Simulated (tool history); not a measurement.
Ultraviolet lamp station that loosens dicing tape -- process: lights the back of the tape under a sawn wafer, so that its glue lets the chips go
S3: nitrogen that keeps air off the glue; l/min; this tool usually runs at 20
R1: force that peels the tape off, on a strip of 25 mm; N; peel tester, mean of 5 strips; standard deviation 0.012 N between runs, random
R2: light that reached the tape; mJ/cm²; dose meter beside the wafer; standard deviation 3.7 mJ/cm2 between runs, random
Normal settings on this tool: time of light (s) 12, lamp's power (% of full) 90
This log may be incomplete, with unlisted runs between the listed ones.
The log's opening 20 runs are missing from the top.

run 21 day=32.867 | time_of_light_(s)=12 lamp's_power_(%_of_full)=62 S3=20 | R1=1.400 R2=419
-- day=33.629 window cleaned of glue's vapour
run 22 day=34.983 | time_of_light_(s)=12 lamp's_power_(%_of_full)=62 S3=16 | R1=1.615 R2=421
run 23 day=37.296 | time_of_light_(s)=12 lamp's_power_(%_of_full)=62 S3=16 | R1=1.590 R2=418
run 24 day=39.438 | time_of_light_(s)=12 lamp's_power_(%_of_full)=83 S3=7 | R1=1.576 R2=557
run 25 day=40.588 | time_of_light_(s)=13 lamp's_power_(%_of_full)=64 S3=38 | R1=0.713 R2=463
run 26 day=41.775 | time_of_light_(s)=21 lamp's_power_(%_of_full)=97 S3=33 | R1=0.065 R2=1136
run 27 day=42.971 | time_of_light_(s)=8 lamp's_power_(%_of_full)=90 S3=20 | R1=1.442 R2=401
run 28 day=44.100 | time_of_light_(s)=9 lamp's_power_(%_of_full)=90 S3=20 | R1=1.160 R2=451
run 29 day=46.388 | time_of_light_(s)=23 lamp's_power_(%_of_full)=99 S3=8 | R1=0.152 R2=1266
run 30 day=47.442 | time_of_light_(s)=6 lamp's_power_(%_of_full)=83 S3=10 | R1=3.612 R2=276
run 31 day=49.000 | time_of_light_(s)=10 lamp's_power_(%_of_full)=88 S3=15 | R1=1.151 R2=483
run 32 day=50.408 | time_of_light_(s)=8 lamp's_power_(%_of_full)=62 S3=20 | R1=2.720 R2=275
run 33 day=52.533 | time_of_light_(s)=7 lamp's_power_(%_of_full)=90 S3=20 | R1=1.885 R2=347
run 34 day=53.758 | time_of_light_(s)=17 lamp's_power_(%_of_full)=90 S3=20 | R1=0.201 R2=840
run 35 day=55.208 | time_of_light_(s)=19 lamp's_power_(%_of_full)=99 S3=30 | R1=0.083 R2=1028
run 36 day=56.712 | time_of_light_(s)=12 lamp's_power_(%_of_full)=64 S3=8 | R1=2.250 R2=423
run 37 day=57.754 | time_of_light_(s)=16 lamp's_power_(%_of_full)=90 S3=8 | R1=0.607 R2=788
run 38 day=59.267 | time_of_light_(s)=14 lamp's_power_(%_of_full)=90 S3=40 | R1=0.198 R2=691
run 39 day=61.567 | time_of_light_(s)=14 lamp's_power_(%_of_full)=76 S3=14 | R1=0.844 R2=579
run 40 day=63.167 | time_of_light_(s)=14 lamp's_power_(%_of_full)=76 S3=14 | R1=0.827 R2=571
run 41 day=64.129 | time_of_light_(s)=23 lamp's_power_(%_of_full)=66 S3=8 | R1=0.519 R2=820
-- day=64.333 window cleaned of glue's vapour
run 42 day=65.958 | time_of_light_(s)=11 lamp's_power_(%_of_full)=72 S3=9 | R1=1.991 R2=421

Each row is a separate what-if for the run after 42, all from the same tool condition, not one after another. Results?
run A day=67.862 | time_of_light_(s)=8 lamp's_power_(%_of_full)=70 S3=17 | R1=? R2=?
run B day=67.862 | time_of_light_(s)=18 lamp's_power_(%_of_full)=93 S3=27 | R1=? R2=?
run C day=67.862 | time_of_light_(s)=12 lamp's_power_(%_of_full)=62 S3=20 | R1=? R2=?
run D day=67.862 | time_of_light_(s)=12 lamp's_power_(%_of_full)=90 S3=21 | R1=? R2=?
run E day=67.862 | time_of_light_(s)=12 lamp's_power_(%_of_full)=67 S3=30 | R1=? R2=?

run=A R1=2.492 R2=303
run=B R1=0.111 R2=909
run=C R1=1.398 R2=402
run=D R1=0.577 R2=586
run=E R1=0.911 R2=438
Take away the tool's hidden state, keep each run's random variation, and the runs would have read:
run=A R1=2.485 R2=318
run=B R1=0.110 R2=955
run=C R1=1.393 R2=423
run=D R1=0.574 R2=616
run=E R1=0.907 R2=460
